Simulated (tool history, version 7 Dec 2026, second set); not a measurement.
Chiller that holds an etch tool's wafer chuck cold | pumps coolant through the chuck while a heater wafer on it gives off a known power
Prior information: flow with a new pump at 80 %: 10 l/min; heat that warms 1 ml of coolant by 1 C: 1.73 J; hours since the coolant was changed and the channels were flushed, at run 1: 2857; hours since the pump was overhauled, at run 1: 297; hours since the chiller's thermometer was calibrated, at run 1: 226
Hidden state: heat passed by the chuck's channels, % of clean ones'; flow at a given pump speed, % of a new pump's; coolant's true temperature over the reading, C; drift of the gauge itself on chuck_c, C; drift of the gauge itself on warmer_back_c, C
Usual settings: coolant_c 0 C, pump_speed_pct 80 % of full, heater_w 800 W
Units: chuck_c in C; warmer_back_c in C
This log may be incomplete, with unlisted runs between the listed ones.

| run | hour | coolant_c | pump_speed_pct | heater_w | hours since the coolant was changed and the channels were flushed | hours since the pump was overhauled | hours since the chiller's thermometer was calibrated | chuck_c | warmer_back_c |
|---|---|---|---|---|---|---|---|---|---|
| 1 | 0.0 | 0 | 80 | 800 | 2857 | 297 | 226 | 5.8 | 2.77 |
| 2 | 20.8 | 0 | 80 | 800 | 2878 | 318 | 247 | 5.8 | 2.83 |
| 3 | 62.1 | 0 | 80 | 800 | 2920 | 359 | 288 | 5.9 | 2.80 |
| 4 | 86.1 | 0 | 80 | 800 | 2944 | 383 | 312 | 5.8 | 2.82 |
| 5 | 124.0 | 0 | 80 | 584 | 2981 | 421 | 350 | 4.4 | 2.08 |
| 6 | 155.9 | 0 | 80 | 800 | 3013 | 453 | 382 | 5.9 | 2.84 |
| 7 | 194.9 | 0 | 80 | 800 | 3052 | 492 | 421 | 5.9 | 2.75 |
| 8 | 219.8 | 0 | 80 | 800 | 3077 | 517 | 446 | 5.8 | 2.78 |
| 9 | 267.4 | 0 | 80 | 800 | 3125 | 564 | 493 | 5.9 | 2.85 |
| 10 | 299.0 | 0 | 69 | 800 | 3156 | 596 | 525 | 6.5 | 3.28 |
| 11 | 341.6 | 0 | 69 | 800 | 3199 | 638 | 567 | 6.5 | 3.32 |
| 12 | 389.2 | -1 | 80 | 800 | 3247 | 686 | 615 | 4.8 | 2.83 |
| 13 | 433.2 | -1 | 80 | 800 | 3291 | 730 | 659 | 5.1 | 2.82 |
| 14 | 479.6 | -9 | 83 | 800 | 3337 | 776 | 705 | -3.3 | 2.67 |
| 15 | 501.0 | 7 | 79 | 552 | 3358 | 798 | 727 | 11.1 | 2.04 |
| 16 | 528.6 | 0 | 62 | 742 | 3386 | 825 | 754 | 6.7 | 3.44 |
| 17 | 580.0 | -8 | 80 | 696 | 3437 | 877 | 806 | -2.8 | 2.48 |
| 18 | 601.3 | 8 | 80 | 696 | 3459 | 898 | 827 | 13.4 | 2.44 |
| 19 | 642.5 | 0 | 97 | 671 | 3500 | 939 | 868 | 4.4 | 1.96 |
| 20 | 672.0 | -8 | 97 | 800 | 3529 | 969 | 898 | -2.8 | 2.27 |
| 21 | 696.4 | -6 | 78 | 1077 | 3554 | 993 | 922 | 2.2 | 3.90 |
| 22 | 746.6 | -2 | 78 | 800 | 3604 | 1043 | 972 | 4.0 | 2.92 |
| 23 | 783.9 | 1 | 80 | 800 | 3641 | 1081 | 1010 | 6.9 | 2.82 |
| 24 | 806.1 | -8 | 80 | 420 | 3664 | 1103 | 1032 | -4.9 | 1.46 |

Run 25, settings as shown, results not yet in. Your forecast:
| 25 | 831.0 | -8 | 79 | 618 | 3688 | 1128 | 1057 | ? | ? |

chuck_c: -3.3 C
warmer_back_c: 2.19 C
On a tool with no hidden condition, and with the same random variation, this run would have come out at chuck_c -3.6 C, warmer_back_c 2.14 C.

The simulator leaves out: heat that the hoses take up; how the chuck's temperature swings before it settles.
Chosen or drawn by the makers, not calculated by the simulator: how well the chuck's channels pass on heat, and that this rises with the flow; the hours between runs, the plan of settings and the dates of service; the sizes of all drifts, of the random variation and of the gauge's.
